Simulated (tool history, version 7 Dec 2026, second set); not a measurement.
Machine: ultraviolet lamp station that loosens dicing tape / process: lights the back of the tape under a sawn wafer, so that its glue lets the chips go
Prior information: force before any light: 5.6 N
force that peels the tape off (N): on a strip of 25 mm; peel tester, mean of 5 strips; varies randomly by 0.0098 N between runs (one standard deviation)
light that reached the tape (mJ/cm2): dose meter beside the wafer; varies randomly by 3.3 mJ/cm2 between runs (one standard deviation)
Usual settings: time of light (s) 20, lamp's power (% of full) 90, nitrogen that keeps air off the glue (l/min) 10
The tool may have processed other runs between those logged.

run,hour,time of light (s),lamp's power (% of full),nitrogen that keeps air off the glue (l/min),force that peels the tape off (N),light that reached the tape (mJ/cm2)
1,0.0,20,90,10,0.417,510
2,12.7,20,90,10,0.455,510
3,35.3,20,90,10,0.460,501
4,45.8,22,90,10,0.387,542
5,63.0,22,90,10,0.413,531
6,87.3,35,90,10,0.198,836
7,106.9,20,90,10,0.499,472
8,127.2,20,90,10,0.518,463
9,148.7,20,90,10,0.553,448
10,167.6,20,90,10,0.545,442
11,182.8,20,90,9,0.624,446
12,201.2,15,90,9,1.012,329
13,217.8,20,90,6,0.894,426
14,231.0,20,90,6,0.911,422
15,245.1,20,92,6,0.886,426
16,262.9,20,73,10,1.006,333
# hour 275.9: window cleaned of glue's vapour
17,285.3,20,73,10,0.747,393
18,305.1,20,73,10,0.750,385
19,317.6,20,73,10,0.742,381
20,333.1,20,73,10,0.781,384
21,346.8,28,73,12,0.356,516

Run 22 has not been measured yet. What should we expect?
22,360.8,20,64,10,?,?

force that peels the tape off (N): 1.009
light that reached the tape (mJ/cm2): 322
Without the tool's hidden state the same run would have given force that peels the tape off (N) 0.810, light that reached the tape (mJ/cm2) 367.
